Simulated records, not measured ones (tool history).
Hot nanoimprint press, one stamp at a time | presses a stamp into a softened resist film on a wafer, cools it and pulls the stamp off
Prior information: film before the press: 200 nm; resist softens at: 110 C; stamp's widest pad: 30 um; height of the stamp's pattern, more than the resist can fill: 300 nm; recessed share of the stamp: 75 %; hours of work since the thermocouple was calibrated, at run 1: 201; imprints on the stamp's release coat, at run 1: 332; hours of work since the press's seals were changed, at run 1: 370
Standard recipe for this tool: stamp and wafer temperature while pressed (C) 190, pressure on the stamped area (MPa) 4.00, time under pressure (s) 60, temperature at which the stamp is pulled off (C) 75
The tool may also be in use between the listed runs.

run,hour,stamp and wafer temperature while pressed (C),pressure on the stamped area (MPa),time under pressure (s),temperature at which the stamp is pulled off (C),hours of work since the thermocouple was calibrated,imprints on the stamp's release coat,hours of work since the press's seals were changed,resist left under the stamp's widest pad (Å),greatest force while the stamp is pulled off (N)
1,0.0,190,4.00,60,75,201,332,370,828,191
2,20.6,190,4.00,60,75,212,405,381,824,193
3,38.3,190,4.00,60,75,222,467,390,834,192
4,57.3,190,4.00,60,75,232,534,401,831,200
5,83.7,189,4.00,60,75,246,627,415,862,200
6,100.0,189,4.00,60,74,255,684,424,863,204
7,128.2,193,4.00,60,75,270,783,439,715,202
# hour 146.7: stamp cleaned and given a new release coat
8,170.8,191,4.00,60,75,290,85,459,797,181
9,203.1,190,4.00,43,75,307,198,476,965,186
10,235.7,190,4.00,43,75,325,313,494,958,192
11,264.2,190,4.00,43,75,340,413,509,975,197
12,299.3,190,4.00,60,75,359,537,528,856,203
13,336.0,190,4.00,60,75,379,666,548,853,203
# hour 360.5: plate thermocouple calibrated
14,363.2,190,4.00,60,75,1,751,561,886,210
# hour 390.7: stamp cleaned and given a new release coat
15,403.5,190,4.00,60,75,20,45,579,883,184
16,421.7,190,4.00,36,67,30,109,589,1072,203
17,457.2,190,5.03,72,70,49,233,608,741,198
18,478.4,179,4.75,51,83,60,308,620,1440,173
19,494.7,179,3.89,51,83,69,365,628,1538,182
20,521.9,179,3.89,51,83,84,461,643,1535,182
21,541.6,190,6.15,51,69,94,530,654,790,207
22,572.2,190,4.28,69,65,111,638,670,837,231
# hour 577.3: plate thermocouple calibrated, once more
23,612.2,183,4.28,69,72,19,768,690,1061,217
# hour 634.2: stamp cleaned and given a new release coat
24,637.4,193,3.73,60,75,29,11,700,714,173
25,661.2,193,2.67,57,72,42,95,713,864,192
26,688.6,190,4.00,60,75,57,192,728,813,183
27,717.7,190,2.91,70,83,72,294,744,881,171
28,736.4,194,4.00,60,72,83,359,754,658,199
29,771.2,194,5.80,99,66,101,482,773,459,213

Consider 5 possible next runs. They are alternatives, not a sequence: every one starts from the tool as it was left by run 29. What does each give?
A,790.8,181,4.18,44,66,112,551,783,?,?
B,790.8,199,5.80,99,66,112,551,783,?,?
C,790.8,190,4.00,65,65,112,551,783,?,?
D,790.8,196,4.00,60,82,112,551,783,?,?
E,790.8,187,4.00,60,75,112,551,783,?,?

run,resist left under the stamp's widest pad (Å),greatest force while the stamp is pulled off (N)
A,1341,218
B,350,216
C,795,223
D,601,186
E,952,201
What these runs would have given with no unlogged condition in the tool:
run,resist left under the stamp's widest pad (Å),greatest force while the stamp is pulled off (N)
A,1277,191
B,321,190
C,744,195
D,562,163
E,894,176

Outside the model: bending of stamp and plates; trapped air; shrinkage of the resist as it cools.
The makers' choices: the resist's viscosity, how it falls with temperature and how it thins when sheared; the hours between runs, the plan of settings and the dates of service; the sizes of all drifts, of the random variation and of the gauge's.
